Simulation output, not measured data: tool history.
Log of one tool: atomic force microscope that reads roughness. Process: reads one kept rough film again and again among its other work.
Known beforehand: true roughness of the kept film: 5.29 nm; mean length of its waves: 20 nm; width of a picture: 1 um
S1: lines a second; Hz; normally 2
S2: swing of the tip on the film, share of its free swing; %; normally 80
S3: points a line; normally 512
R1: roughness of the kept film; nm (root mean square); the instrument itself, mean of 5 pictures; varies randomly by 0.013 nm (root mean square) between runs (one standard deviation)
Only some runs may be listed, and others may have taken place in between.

Run 1, hour 0: usual settings. Result: R1 2.992 nm (root mean square).
At hour 4.9: new tip fitted.
Run 2, hour 10.9: usual settings. Result: R1 3.015 nm (root mean square).
Run 3, hour 21.7: usual settings but S3 556. Result: R1 3.025 nm (root mean square).
Run 4, hour 32.4: usual settings but S3 556. Result: R1 3.001 nm (root mean square).
Run 5, hour 40.7: usual settings but S1 3.92 Hz, S3 556. Result: R1 2.694 nm (root mean square).
Run 6, hour 51.3: usual settings but S1 3.92 Hz, S3 556. Result: R1 2.685 nm (root mean square).
Run 7, hour 68.8: usual settings but S1 3.92 Hz, S2 59 %, S3 556. Result: R1 3.151 nm (root mean square).
Run 8, hour 79.1: usual settings but S1 3.92 Hz, S2 59 %, S3 556. Result: R1 3.161 nm (root mean square).
At hour 83: new tip fitted.
Run 9, hour 96.7: usual settings but S1 3.92 Hz, S2 59 %, S3 556. Result: R1 3.148 nm (root mean square).
Run 10, hour 112.5: usual settings but S1 3.92 Hz, S2 59 %, S3 556. Result: R1 3.176 nm (root mean square).
Run 11, hour 123.1: usual settings but S2 66 %. Result: R1 3.196 nm (root mean square).
Run 12, hour 138.3: usual settings but S2 66 %. Result: R1 3.188 nm (root mean square).
Run 13, hour 154.6: usual settings but S2 66 %, S3 274. Result: R1 3.142 nm (root mean square).
At hour 161.8: new tip fitted.
Run 14, hour 169.9: usual settings. Result: R1 3.012 nm (root mean square).
Run 15, hour 179: usual settings. Result: R1 2.986 nm (root mean square).
Run 16, hour 188: usual settings. Result: R1 3.019 nm (root mean square).
Run 17, hour 203.8: usual settings. Result: R1 2.994 nm (root mean square).
Run 18, hour 220.5: usual settings. Result: R1 2.995 nm (root mean square).
Run 19, hour 233.4: usual settings but S1 1.05 Hz, S3 789. Result: R1 3.21 nm (root mean square).
At hour 240.5: new tip fitted.
Run 20, hour 245.2: usual settings but S1 1.05 Hz, S3 789. Result: R1 3.209 nm (root mean square).
Run 21, hour 254: usual settings but S1 1.05 Hz, S3 789. Result: R1 3.22 nm (root mean square).
Run 22, hour 266.3: usual settings but S2 60 %, S3 263. Result: R1 3.192 nm (root mean square).
Run 23, hour 283.5: usual settings but S3 745. Result: R1 3.006 nm (root mean square).
Run 24, hour 296.1: usual settings but S1 0.82 Hz, S2 65 %. Result: R1 3.361 nm (root mean square).
Run 25, hour 311.1: usual settings but S1 0.81 Hz, S2 82 %, S3 378. Result: R1 3.21 nm (root mean square).
At hour 318: new tip fitted.
Run 26, hour 327.9: usual settings but S1 0.81 Hz, S2 82 %, S3 378. Result: R1 3.213 nm (root mean square).
Run 27, hour 337: usual settings but S2 73 %. Result: R1 3.147 nm (root mean square).
Run 28, hour 345.2: usual settings but S1 2.31 Hz, S2 71 %, S3 370. Result: R1 3.084 nm (root mean square).
Run 29, hour 362.9: usual settings but S1 3.38 Hz, S2 67 %. Result: R1 3.076 nm (root mean square).
Run 30, hour 378.8: usual settings but S1 2.32 Hz, S2 59 %, S3 354. Result: R1 3.224 nm (root mean square).
Run 31, hour 394.6: usual settings but S1 2.48 Hz, S2 62 %, S3 359. Result: R1 3.205 nm (root mean square).
At hour 396.5: new tip fitted.
Run 32, hour 411: usual settings but S1 1.02 Hz, S2 79 %, S3 367. Result: R1 3.167 nm (root mean square).
Run 33, hour 423.3: usual settings but S1 0.51 Hz, S3 599. Result: R1 3.329 nm (root mean square).
Run 34, hour 434.3: usual settings but S1 0.51 Hz, S3 599. Result: R1 3.35 nm (root mean square).
Run 35, hour 445.6: usual settings but S1 0.51 Hz, S2 75 %, S3 687. Result: R1 3.36 nm (root mean square).

Forecast each of these 3 alternatives for the next run:
Run A, hour 460: usual settings but S1 0.51 Hz, S2 88 %, S3 872. Result: R1 ?.
Run B, hour 460: usual settings but S1 0.73 Hz, S2 58 %. Result: R1 ?.
Run C, hour 460: usual settings but S1 0.6 Hz, S2 63 %, S3 687. Result: R1 ?.

run     R1
  A  3.267
  B  3.396
  C  3.378
Had the tool no hidden state, the same runs would have come out as:
run     R1
  A  3.286
  B  3.416
  C  3.397
